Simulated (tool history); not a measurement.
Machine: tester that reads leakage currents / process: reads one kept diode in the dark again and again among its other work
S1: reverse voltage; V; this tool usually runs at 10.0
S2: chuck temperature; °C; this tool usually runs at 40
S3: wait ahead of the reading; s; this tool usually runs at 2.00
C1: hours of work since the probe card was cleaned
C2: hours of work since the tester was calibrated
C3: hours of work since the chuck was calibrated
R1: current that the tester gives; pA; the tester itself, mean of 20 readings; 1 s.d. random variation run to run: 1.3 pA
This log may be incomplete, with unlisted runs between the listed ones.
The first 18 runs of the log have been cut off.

run 19 hour=1630.0 | S1=3.5 S2=40 S3=2.00 | C1=2927 C2=4469 C3=241 | R1=277.99
run 20 hour=1735.6 | S1=15.7 S2=40 S3=2.03 | C1=3003 C2=4546 C3=317 | R1=475.16
run 21 hour=1865.2 | S1=1.9 S2=40 S3=0.59 | C1=3097 C2=4640 C3=411 | R1=216.90
run 22 hour=1927.6 | S1=5.4 S2=33 S3=0.39 | C1=3142 C2=4685 C3=456 | R1=179.25
-- hour=1991.3 probe card cleaned and baked
run 23 hour=2019.6 | S1=5.4 S2=33 S3=0.39 | C1=20 C2=4750 C3=521 | R1=161.68
-- hour=2124.9 chuck's temperature calibrated
-- hour=2133.9 tester calibrated
run 24 hour=2144.8 | S1=3.9 S2=59 S3=2.00 | C1=108 C2=8 C3=13 | R1=1376.09
run 25 hour=2211.6 | S1=5.8 S2=40 S3=2.00 | C1=157 C2=56 C3=61 | R1=353.47
run 26 hour=2276.1 | S1=12.3 S2=21 S3=1.70 | C1=203 C2=103 C3=108 | R1=88.59
run 27 hour=2333.7 | S1=4.0 S2=37 S3=2.00 | C1=245 C2=145 C3=150 | R1=236.39
run 28 hour=2457.3 | S1=4.9 S2=26 S3=1.65 | C1=335 C2=234 C3=239 | R1=95.41
run 29 hour=2523.2 | S1=4.9 S2=36 S3=1.65 | C1=382 C2=282 C3=287 | R1=223.35
run 30 hour=2588.0 | S1=4.9 S2=36 S3=1.65 | C1=429 C2=329 C3=334 | R1=222.63
run 31 hour=2719.2 | S1=4.9 S2=36 S3=1.65 | C1=524 C2=424 C3=429 | R1=215.23
run 32 hour=2825.6 | S1=7.0 S2=22 S3=2.00 | C1=602 C2=501 C3=506 | R1=70.52
run 33 hour=2924.7 | S1=2.9 S2=29 S3=2.00 | C1=673 C2=573 C3=578 | R1=94.26
-- hour=2953.5 chuck's temperature calibrated
run 34 hour=3051.9 | S1=1.7 S2=40 S3=2.00 | C1=764 C2=664 C3=71 | R1=226.28
run 35 hour=3161.7 | S1=2.3 S2=40 S3=2.00 | C1=844 C2=743 C3=151 | R1=243.72
run 36 hour=3255.1 | S1=9.8 S2=54 S3=2.08 | C1=911 C2=811 C3=219 | R1=1178.77
run 37 hour=3310.9 | S1=9.8 S2=54 S3=2.08 | C1=952 C2=851 C3=259 | R1=1174.40
run 38 hour=3389.0 | S1=1.5 S2=31 S3=7.17 | C1=1008 C2=908 C3=316 | R1=94.28

Below are 5 alternative next runs, each starting from the tool's condition after run 38. Predict each:
run A hour=3514.5 | S1=1.5 S2=31 S3=1.08 | C1=1099 C2=999 C3=407 | R1=?
run B hour=3514.5 | S1=6.8 S2=23 S3=2.00 | C1=1099 C2=999 C3=407 | R1=?
run C hour=3514.5 | S1=17.2 S2=31 S3=7.17 | C1=1099 C2=999 C3=407 | R1=?
run D hour=3514.5 | S1=6.4 S2=31 S3=4.74 | C1=1099 C2=999 C3=407 | R1=?
run E hour=3514.5 | S1=10.0 S2=22 S3=2.00 | C1=1099 C2=999 C3=407 | R1=?

run=A R1=91.58
run=B R1=79.43
run=C R1=218.62
run=D R1=153.40
run=E R1=84.74
The same runs, with their run-to-run variation unchanged, on a tool lacking any hidden condition would have given:
run=A R1=104.72
run=B R1=86.06
run=C R1=236.86
run=D R1=171.63
run=E R1=89.20
